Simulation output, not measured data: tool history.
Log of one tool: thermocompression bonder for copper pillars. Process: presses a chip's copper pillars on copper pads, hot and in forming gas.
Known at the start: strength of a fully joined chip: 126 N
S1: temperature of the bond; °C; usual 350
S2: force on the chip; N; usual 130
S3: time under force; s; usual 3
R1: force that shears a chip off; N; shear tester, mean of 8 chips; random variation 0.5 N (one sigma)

run 1 hour=0 | S1=350 S2=130 S3=3 | R1=81.8
run 2 hour=11.1 | S1=350 S2=130 S3=3 | R1=81.7
run 3 hour=19.4 | S1=350 S2=130 S3=3 | R1=80
run 4 hour=30.6 | S1=350 S2=130 S3=3 | R1=81.5
run 5 hour=41.1 | S1=350 S2=130 S3=3 | R1=80.9
run 6 hour=46.1 | S1=350 S2=130 S3=3 | R1=81.1
run 7 hour=54.9 | S1=350 S2=185 S3=3 | R1=94.8
run 8 hour=65.1 | S1=350 S2=185 S3=3 | R1=92.6
run 9 hour=70.5 | S1=350 S2=87 S3=3 | R1=66.4
run 10 hour=77.2 | S1=350 S2=87 S3=3 | R1=66.5
run 11 hour=88 | S1=350 S2=87 S3=3 | R1=67.2
run 12 hour=98.8 | S1=350 S2=173 S3=3 | R1=90.1
run 13 hour=104.8 | S1=350 S2=173 S3=3 | R1=90.6
run 14 hour=113.3 | S1=350 S2=110 S3=3 | R1=75.1
run 15 hour=121.4 | S1=320 S2=130 S3=5 | R1=77.3
run 16 hour=132.3 | S1=320 S2=85 S3=5 | R1=62.3
run 17 hour=143.1 | S1=320 S2=83 S3=5 | R1=61.9
run 18 hour=148.6 | S1=320 S2=83 S3=5 | R1=61.7
run 19 hour=160.2 | S1=320 S2=92 S3=8 | R1=75.8
run 20 hour=171.1 | S1=350 S2=176 S3=8 | R1=109.2
run 21 hour=176 | S1=380 S2=130 S3=2 | R1=84.6
run 22 hour=186.6 | S1=331 S2=171 S3=3 | R1=80.7
run 23 hour=197.6 | S1=331 S2=130 S3=3 | R1=71.5

Measured less the same run without the tool's hidden state. The same run-to-run variation is in both; the gauge's scatter may not be:
The hidden state here: true temperature of the bond over the reading, C; force that reaches the chip, % of what is set; oxide that the forming gas leaves, % of the face; drift of the gauge itself on shear_n, %.
run=1 R1=-1.1
run=2 R1=-1.3
run=3 R1=-1.3
run=4 R1=-1.4
run=5 R1=-1.6
run=6 R1=-1.7
run=7 R1=-1.9
run=8 R1=-2
run=9 R1=-1.6
run=10 R1=-1.7
run=11 R1=-1.8
run=12 R1=-2.3
run=13 R1=-2.4
run=14 R1=-2.1
run=15 R1=-2.4
run=16 R1=-2.1
run=17 R1=-2.1
run=18 R1=-2.2
run=19 R1=-2.6
run=20 R1=-3.5
run=21 R1=-2.9
run=22 R1=-3
run=23 R1=-2.8

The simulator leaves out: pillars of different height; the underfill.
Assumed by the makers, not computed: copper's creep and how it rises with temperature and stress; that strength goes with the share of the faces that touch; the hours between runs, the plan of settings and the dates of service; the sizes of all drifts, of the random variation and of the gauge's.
